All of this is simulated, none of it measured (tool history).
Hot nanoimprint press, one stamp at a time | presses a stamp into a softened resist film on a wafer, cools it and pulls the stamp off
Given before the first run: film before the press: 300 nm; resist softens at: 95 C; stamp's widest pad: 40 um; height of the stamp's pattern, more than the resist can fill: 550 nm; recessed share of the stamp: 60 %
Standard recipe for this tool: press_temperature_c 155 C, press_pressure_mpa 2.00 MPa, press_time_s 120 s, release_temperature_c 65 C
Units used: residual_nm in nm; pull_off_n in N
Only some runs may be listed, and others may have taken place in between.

run,hour,press_temperature_c,press_pressure_mpa,press_time_s,release_temperature_c,residual_nm,pull_off_n
1,0.0,155,2.00,120,65,139.1,212
2,14.5,154,2.00,120,65,147.3,214
3,33.2,155,2.00,87,65,154.1,210
4,45.4,155,2.00,87,65,153.0,210
5,59.5,155,2.00,120,57,138.9,222
6,78.1,155,2.00,120,57,141.6,227
7,98.2,155,2.00,120,57,140.4,235
8,107.5,155,2.00,120,57,141.5,233
9,121.5,149,2.13,109,54,193.2,237
# hour 126.7: plate thermocouple calibrated
10,147.6,147,2.39,173,65,182.2,219
11,166.4,155,1.88,101,70,156.4,211
12,183.2,161,3.01,120,65,81.1,221
# hour 195.8: plate thermocouple calibrated, once more
13,197.1,155,1.59,110,58,160.0,233
14,208.6,155,1.59,110,67,157.5,218
15,224.0,161,2.00,120,64,96.9,221

4 ways to go on from here, each from the tool as it stands after run 15. What would each give?
A,243.6,155,2.00,120,54,?,?
B,243.6,161,2.05,142,64,?,?
C,243.6,160,3.12,120,64,?,?
D,243.6,161,2.00,120,52,?,?

run,residual_nm,pull_off_n
A,138.6,247
B,90.0,220
C,79.7,222
D,97.1,245
Had the tool no hidden state, the same runs would have come out as:
run,residual_nm,pull_off_n
A,137.9,229
B,89.5,203
C,79.2,205
D,96.6,227
